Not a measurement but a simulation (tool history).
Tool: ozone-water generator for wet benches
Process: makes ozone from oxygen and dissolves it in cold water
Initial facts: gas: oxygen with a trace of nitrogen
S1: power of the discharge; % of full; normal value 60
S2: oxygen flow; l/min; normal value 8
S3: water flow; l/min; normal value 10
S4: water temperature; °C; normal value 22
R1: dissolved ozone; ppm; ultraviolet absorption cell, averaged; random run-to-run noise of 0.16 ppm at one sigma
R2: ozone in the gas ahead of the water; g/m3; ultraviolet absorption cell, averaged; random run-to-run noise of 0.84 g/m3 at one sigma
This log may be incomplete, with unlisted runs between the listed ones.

Run 1, hour 0: usual settings. Result: R1 19 ppm, R2 122 g/m3.
Run 2, hour 143.1: usual settings. Result: R1 19 ppm, R2 121.3 g/m3.
Run 3, hour 271.8: usual settings. Result: R1 18.7 ppm, R2 122.2 g/m3.
Run 4, hour 358.3: usual settings. Result: R1 18.8 ppm, R2 121.4 g/m3.
Run 5, hour 457: usual settings. Result: R1 18.6 ppm, R2 120.4 g/m3.
Run 6, hour 547.1: usual settings. Result: R1 18.7 ppm, R2 121.5 g/m3.
Run 7, hour 653.2: usual settings. Result: R1 18.5 ppm, R2 120.6 g/m3.
Run 8, hour 742.7: usual settings. Result: R1 18.6 ppm, R2 120.1 g/m3.
Run 9, hour 806.9: usual settings. Result: R1 18.6 ppm, R2 119.8 g/m3.
Run 10, hour 896.3: usual settings. Result: R1 18.5 ppm, R2 120.8 g/m3.
Run 11, hour 974.4: usual settings. Result: R1 18.3 ppm, R2 120.1 g/m3.
Run 12, hour 1075.7: usual settings but S2 10.32 l/min. Result: R1 16.3 ppm, R2 100.7 g/m3.
Run 13, hour 1206.1: usual settings. Result: R1 18.1 ppm, R2 118.3 g/m3.
Run 14, hour 1278.5: usual settings. Result: R1 18.2 ppm, R2 119.2 g/m3.
Run 15, hour 1374.4: usual settings. Result: R1 18.2 ppm, R2 117.9 g/m3.
Run 16, hour 1513: usual settings. Result: R1 18.3 ppm, R2 117.4 g/m3.
Run 17, hour 1636.3: usual settings but S1 51 % of full, S2 6.7 l/min, S4 20 °C. Result: R1 18.3 ppm, R2 118.8 g/m3.
Run 18, hour 1765.4: usual settings but S3 13 l/min. Result: R1 15.2 ppm, R2 116.7 g/m3.
Run 19, hour 1830.7: usual settings but S2 5.84 l/min, S4 15 °C. Result: R1 23.5 ppm, R2 145.6 g/m3.
Run 20, hour 1897.9: usual settings but S2 5.91 l/min, S3 9 l/min, S4 15 °C. Result: R1 24.8 ppm, R2 144.4 g/m3.
Run 21, hour 2001.8: usual settings but S1 99 % of full, S2 5.91 l/min, S3 9 l/min, S4 23 °C. Result: R1 28.4 ppm, R2 196.9 g/m3.
Run 22, hour 2115.1: usual settings but S2 7.72 l/min, S3 9 l/min, S4 17 °C. Result: R1 21.1 ppm, R2 119.4 g/m3.
Run 23, hour 2244: usual settings but S2 9.89 l/min, S4 29 °C. Result: R1 13.6 ppm, R2 99.4 g/m3.
Run 24, hour 2309.1: usual settings but S1 45 % of full, S2 8.04 l/min, S3 11 l/min, S4 29 °C. Result: R1 11.8 ppm, R2 95.6 g/m3.
Run 25, hour 2415.7: usual settings but S1 56 % of full, S2 11.92 l/min, S3 12 l/min, S4 17 °C. Result: R1 14.5 ppm, R2 85.2 g/m3.
Run 26, hour 2572.6: usual settings but S1 55 % of full, S2 8.16 l/min. Result: R1 16.7 ppm, R2 105.8 g/m3.
Run 27, hour 2673.3: usual settings but S4 21 °C. Result: R1 17.8 ppm, R2 113.4 g/m3.
Run 28, hour 2813.5: usual settings but S2 4.02 l/min, S3 7 l/min. Result: R1 27.5 ppm, R2 184 g/m3.
Run 29, hour 2883.3: usual settings but S2 4.02 l/min, S3 7 l/min. Result: R1 28.2 ppm, R2 184.7 g/m3.
Run 30, hour 3029.2: usual settings but S1 50 % of full, S2 10.74 l/min, S3 12 l/min, S4 20 °C. Result: R1 13.3 ppm, R2 82.7 g/m3.
Run 31, hour 3182.6: usual settings but S1 46 % of full, S3 13 l/min. Result: R1 12.9 ppm, R2 94.8 g/m3.

Between the runs listed above, the log contained 1 entry, not reproduced here. Where in the sequence does each belong, and how does what the log doesn't record of the tool's condition differ from the listed run before to the listed run after?
In the gap between runs 28 and 29: contactor cleaned (hour 2843.2)
  yield of the discharge, % of new electrodes': 82.1 -> 81.9; contactor's efficiency, % of a clean one's: 93.1 -> 99.9
  measured value less the no-hidden-state value, R1: -6.4 -> -5.8 ppm; R2: -35.6 -> -36 g/m3
